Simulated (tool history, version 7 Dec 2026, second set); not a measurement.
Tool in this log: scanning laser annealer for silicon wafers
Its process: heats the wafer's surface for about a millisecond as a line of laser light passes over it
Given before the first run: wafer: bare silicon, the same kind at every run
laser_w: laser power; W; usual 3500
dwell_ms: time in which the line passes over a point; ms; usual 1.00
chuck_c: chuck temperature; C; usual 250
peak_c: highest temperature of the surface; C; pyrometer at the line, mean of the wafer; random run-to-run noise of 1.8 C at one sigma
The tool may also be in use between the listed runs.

| run | hour | laser_w | dwell_ms | chuck_c | peak_c |
|---|---|---|---|---|---|
| 1 | 0.0 | 3500 | 1.00 | 250 | 989 |
| 2 | 5.2 | 3500 | 1.00 | 250 | 990 |
| 3 | 13.7 | 3500 | 1.00 | 218 | 957 |
| 4 | 19.4 | 3500 | 1.00 | 264 | 1004 |
| 5 | 24.6 | 3500 | 1.00 | 264 | 1002 |
| 6 | 32.1 | 3500 | 1.00 | 264 | 1003 |
| 7 | 37.0 | 3500 | 1.00 | 264 | 1005 |
| 8 | 46.8 | 3500 | 1.00 | 264 | 1003 |
| 9 | 54.1 | 3500 | 1.00 | 264 | 1003 |
| 10 | 63.5 | 3500 | 1.00 | 272 | 1009 |
| 11 | 72.7 | 3556 | 1.23 | 283 | 1107 |
| 12 | 79.9 | 3553 | 1.06 | 213 | 980 |
| 13 | 84.0 | 3034 | 0.91 | 274 | 865 |
| 14 | 93.4 | 3756 | 0.86 | 250 | 1004 |
| 15 | 97.5 | 3274 | 0.71 | 250 | 828 |
| 16 | 107.4 | 3274 | 0.71 | 250 | 829 |
| 17 | 114.3 | 3500 | 0.94 | 250 | 964 |

Consider 5 possible next runs. They are alternatives, not a sequence: every one starts from the tool as it was left by run 17. What does each give?
| A | 122.8 | 3500 | 1.00 | 210 | ? |
| B | 122.8 | 3486 | 1.12 | 287 | ? |
| C | 122.8 | 3500 | 0.86 | 286 | ? |
| D | 122.8 | 3702 | 0.82 | 250 | ? |
| E | 122.8 | 3329 | 1.04 | 250 | ? |

| run | peak_c |
|---|---|
| A | 946 |
| B | 1055 |
| C | 972 |
| D | 969 |
| E | 955 |
Without the tool's hidden state the same runs would have given:
| run | peak_c |
|---|---|
| A | 967 |
| B | 1077 |
| C | 992 |
| D | 990 |
| E | 975 |
